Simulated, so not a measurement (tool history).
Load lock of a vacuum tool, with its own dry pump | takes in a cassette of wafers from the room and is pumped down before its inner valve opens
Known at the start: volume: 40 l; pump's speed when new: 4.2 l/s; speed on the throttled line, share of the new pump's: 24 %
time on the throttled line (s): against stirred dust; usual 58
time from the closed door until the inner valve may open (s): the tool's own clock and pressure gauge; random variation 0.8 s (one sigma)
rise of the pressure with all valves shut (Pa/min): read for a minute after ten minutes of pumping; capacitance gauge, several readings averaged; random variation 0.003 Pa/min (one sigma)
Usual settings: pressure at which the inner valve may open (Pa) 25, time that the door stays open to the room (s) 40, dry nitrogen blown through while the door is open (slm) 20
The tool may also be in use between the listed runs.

run,hour,time on the throttled line (s),pressure at which the inner valve may open (Pa),time that the door stays open to the room (s),dry nitrogen blown through while the door is open (slm),"incoming humidity of the room's air, %",time from the closed door until the inner valve may open (s),rise of the pressure with all valves shut (Pa/min)
1,0.0,58,25,40,20,45.5,125.4,0.080
2,146.1,58,25,40,20,44.5,125.4,0.081
3,274.8,58,25,40,20,45.5,125.7,0.089
4,351.3,58,25,129,20,46.2,125.2,0.105
5,495.8,58,41,40,20,46.1,120.9,0.090
6,651.6,58,41,40,20,43.8,120.6,0.095
7,787.1,82,41,40,20,43.7,139.1,0.099
8,936.2,58,25,40,20,46.5,125.7,0.102
9,1089.7,58,25,40,20,47.4,125.2,0.104
10,1247.1,58,25,40,20,44.0,125.0,0.107
11,1388.6,58,25,40,20,47.0,126.4,0.114
12,1555.4,58,25,40,20,45.2,126.9,0.115
13,1709.8,58,25,40,20,48.0,127.1,0.117
14,1864.6,58,25,40,20,45.7,127.0,0.121
15,2006.8,58,25,40,20,44.6,127.2,0.123
16,2163.1,115,25,161,24,44.4,170.3,0.140
17,2319.1,54,33,40,20,45.3,121.5,0.119
18,2459.5,103,42,40,7,46.3,155.2,0.136
19,2634.0,58,32,29,8,45.1,125.0,0.135
20,2719.2,58,32,29,8,45.0,126.1,0.139
21,2803.5,58,32,29,8,43.2,126.1,0.133
22,2905.3,58,25,174,36,44.8,126.0,0.153
23,3043.2,41,21,106,22,46.7,117.0,0.158
24,3182.1,41,21,106,22,47.7,117.4,0.159
25,3322.5,88,22,59,42,48.3,152.7,0.147
26,3411.3,58,25,40,27,46.3,127.3,0.145
27,3580.2,58,25,40,27,44.7,128.8,0.158
28,3756.6,101,36,53,20,44.0,155.2,0.159

Measured less the same run without the tool's hidden state. The same run-to-run variation is in both; the gauge's scatter may not be:
The hidden state here: pump's speed, % of a new pump's; leak at the door's seal, Pa l/s; drift of the gauge itself on ready_s, %; drift of the gauge itself on rise_pa_min, %.
run,time from the closed door until the inner valve may open (s),rise of the pressure with all valves shut (Pa/min)
1,+2.6,+0.066
2,+2.8,+0.070
3,+2.9,+0.072
4,+3.1,+0.072
5,+2.9,+0.075
6,+2.9,+0.079
7,+2.7,+0.082
8,+3.3,+0.083
9,+3.5,+0.087
10,+3.6,+0.091
11,+3.7,+0.093
12,+3.9,+0.097
13,+4.1,+0.099
14,+4.3,+0.103
15,+4.4,+0.106
16,+3.6,+0.105
17,+4.4,+0.110
18,+3.5,+0.113
19,+4.6,+0.117
20,+4.7,+0.120
21,+4.7,+0.122
22,+5.0,+0.123
23,+5.5,+0.129
24,+5.6,+0.131
25,+4.8,+0.134
26,+5.5,+0.132
27,+5.7,+0.138
28,+4.4,+0.143
